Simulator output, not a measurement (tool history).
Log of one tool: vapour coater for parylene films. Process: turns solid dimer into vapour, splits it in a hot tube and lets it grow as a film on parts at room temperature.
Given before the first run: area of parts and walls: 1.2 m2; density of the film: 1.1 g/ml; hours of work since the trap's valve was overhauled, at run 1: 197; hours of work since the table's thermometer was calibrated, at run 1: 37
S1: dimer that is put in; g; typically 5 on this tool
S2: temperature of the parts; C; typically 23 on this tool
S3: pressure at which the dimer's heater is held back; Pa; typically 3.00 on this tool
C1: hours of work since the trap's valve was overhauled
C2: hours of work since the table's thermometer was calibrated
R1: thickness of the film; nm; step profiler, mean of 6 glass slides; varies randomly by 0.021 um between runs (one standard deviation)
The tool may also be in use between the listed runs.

Run 1, day 0.000: usual settings; C1 197; C2 37. Result: R1 2020 nm.
Run 2, day 0.800: usual settings but S1 6 g; C1 210; C2 51. Result: R1 2460 nm.
Run 3, day 1.179: usual settings but S2 26 C; C1 217; C2 57. Result: R1 1880 nm.
Run 4, day 1.600: usual settings but S2 30 C; C1 224; C2 64. Result: R1 1790 nm.
Run 5, day 1.979: usual settings but S2 30 C; C1 230; C2 70. Result: R1 1760 nm.
Run 6, day 2.712: usual settings; C1 242; C2 82. Result: R1 2040 nm.
At day 2.971: trap's valve overhauled.
Run 7, day 3.333: usual settings; C1 6; C2 90. Result: R1 2030 nm.
Run 8, day 3.983: usual settings; C1 17; C2 101. Result: R1 2030 nm.
Run 9, day 4.521: usual settings; C1 26; C2 110. Result: R1 1990 nm.
Run 10, day 4.971: usual settings but S1 4 g, S2 20 C, S3 3.33 Pa; C1 33; C2 117. Result: R1 1690 nm.
Run 11, day 5.475: usual settings but S1 8 g, S2 34 C, S3 2.93 Pa; C1 42; C2 126. Result: R1 2680 nm.
Run 12, day 5.900: usual settings but S1 8 g, S2 34 C, S3 2.93 Pa; C1 49; C2 133. Result: R1 2690 nm.
Run 13, day 6.671: usual settings but S1 3 g, S2 26 C, S3 4.30 Pa; C1 61; C2 145. Result: R1 1090 nm.
Run 14, day 7.129: usual settings but S1 3 g, S2 26 C, S3 4.30 Pa; C1 69; C2 153. Result: R1 1120 nm.
Run 15, day 7.692: usual settings but S2 16 C, S3 8.93 Pa; C1 78; C2 162. Result: R1 1960 nm.
Run 16, day 8.421: usual settings but S1 3 g, S2 22 C, S3 3.68 Pa; C1 91; C2 174. Result: R1 1220 nm.
Run 17, day 9.129: usual settings but S1 4 g, S2 24 C, S3 2.48 Pa; C1 102; C2 186. Result: R1 1610 nm.
Run 18, day 9.842: usual settings but S1 8 g, S2 22 C, S3 3.33 Pa; C1 114; C2 198. Result: R1 3190 nm.

What if the next run were any one of these 5? Each begins from the tool's condition after run 18:
Run A, day 10.229: usual settings but S1 4 g, S2 31 C, S3 8.81 Pa; C1 121; C2 204. Result: R1 ?.
Run B, day 10.229: usual settings but S1 3 g, S2 27 C, S3 4.89 Pa; C1 121; C2 204. Result: R1 ?.
Run C, day 10.229: usual settings but S1 4 g, S2 22 C, S3 3.33 Pa; C1 121; C2 204. Result: R1 ?.
Run D, day 10.229: usual settings but S2 27 C; C1 121; C2 204. Result: R1 ?.
Run E, day 10.229: usual settings but S1 4 g, S2 18 C, S3 7.31 Pa; C1 121; C2 204. Result: R1 ?.

run    R1
  A  1240
  B  1040
  C  1640
  D  1880
  E  1580
With no hidden state in the tool, these same runs would have given:
run    R1
  A  1240
  B  1040
  C  1650
  D  1890
  E  1590

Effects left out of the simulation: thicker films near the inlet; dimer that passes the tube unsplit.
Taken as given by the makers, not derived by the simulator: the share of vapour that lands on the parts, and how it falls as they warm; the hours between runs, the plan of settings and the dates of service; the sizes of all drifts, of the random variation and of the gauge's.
